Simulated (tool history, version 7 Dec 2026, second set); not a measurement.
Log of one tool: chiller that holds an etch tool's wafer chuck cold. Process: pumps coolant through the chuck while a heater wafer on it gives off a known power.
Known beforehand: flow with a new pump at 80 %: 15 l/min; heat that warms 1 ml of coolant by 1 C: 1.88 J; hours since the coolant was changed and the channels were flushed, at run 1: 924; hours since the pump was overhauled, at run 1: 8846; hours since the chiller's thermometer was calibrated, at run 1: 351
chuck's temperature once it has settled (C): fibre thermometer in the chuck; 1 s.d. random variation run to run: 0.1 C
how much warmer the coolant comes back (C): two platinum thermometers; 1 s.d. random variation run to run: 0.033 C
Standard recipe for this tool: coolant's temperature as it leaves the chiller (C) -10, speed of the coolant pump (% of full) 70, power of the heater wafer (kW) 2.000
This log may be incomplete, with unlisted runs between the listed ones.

run,hour,coolant's temperature as it leaves the chiller (C),speed of the coolant pump (% of full),power of the heater wafer (kW),hours since the coolant was changed and the channels were flushed,hours since the pump was overhauled,hours since the chiller's thermometer was calibrated,chuck's temperature once it has settled (C),how much warmer the coolant comes back (C)
1,0.0,-10,70,2.000,924,8846,351,9.8,5.43
2,124.8,-10,70,2.000,1048,8971,476,9.7,5.50
3,350.9,-10,70,2.000,1274,9197,702,10.1,5.48
4,505.9,-10,70,2.000,1430,9352,857,10.2,5.40
5,608.7,-10,70,2.000,1532,9455,959,10.2,5.38
6,800.7,-10,70,2.000,1724,9647,1151,10.4,5.48
7,909.6,-10,70,2.000,1833,9755,1260,10.6,5.46
8,1019.6,-10,70,2.000,1943,9865,1370,10.6,5.49
9,1208.0,-10,70,1.046,2132,10054,1559,0.9,2.89
10,1334.1,-10,70,2.000,2258,10180,1685,10.8,5.45
11,1442.0,-10,70,2.000,2366,10288,1793,10.9,5.46
12,1676.4,-11,70,2.000,2600,10522,2027,10.0,5.52
# hour 1703.1: coolant pump overhauled
13,1887.6,-1,66,1.993,2806,184,2233,22.0,6.04
14,2054.9,-10,71,2.251,2974,352,2401,14.2,6.30
15,2237.1,-10,87,1.976,3156,534,2583,7.9,4.39
16,2399.9,-18,67,2.464,3319,697,2746,10.2,7.34
# hour 2589.0: coolant pump overhauled, once more
17,2611.7,-18,67,2.464,3525,23,2952,7.2,6.38
18,2797.2,-13,86,1.205,3711,208,3138,-3.0,2.38
19,2911.8,-13,86,1.205,3825,323,3253,-2.8,2.37
20,3099.0,-8,83,1.223,4013,510,3440,2.5,2.54
21,3284.4,-8,83,1.223,4198,695,3625,2.8,2.51
22,3409.2,-8,83,1.223,4323,820,3750,2.9,2.52
23,3647.0,-8,62,2.996,4561,1058,3988,25.6,8.50
24,3828.4,-3,94,2.000,4742,1239,4169,12.9,3.59

3 options for the next run, each taken on its own from the tool as it stands now. Forecast them:
A,3944.9,-10,82,1.778,4858,1356,4286,?,?
B,3944.9,-3,80,2.000,4858,1356,4286,?,?
C,3944.9,-17,64,2.000,4858,1356,4286,?,?

run,chuck's temperature once it has settled (C),how much warmer the coolant comes back (C)
A,5.9,3.70
B,15.3,4.32
C,5.1,5.46
With no hidden state in the tool, these same runs would have given:
run,chuck's temperature once it has settled (C),how much warmer the coolant comes back (C)
A,3.4,3.64
B,12.6,4.25
C,1.9,5.37
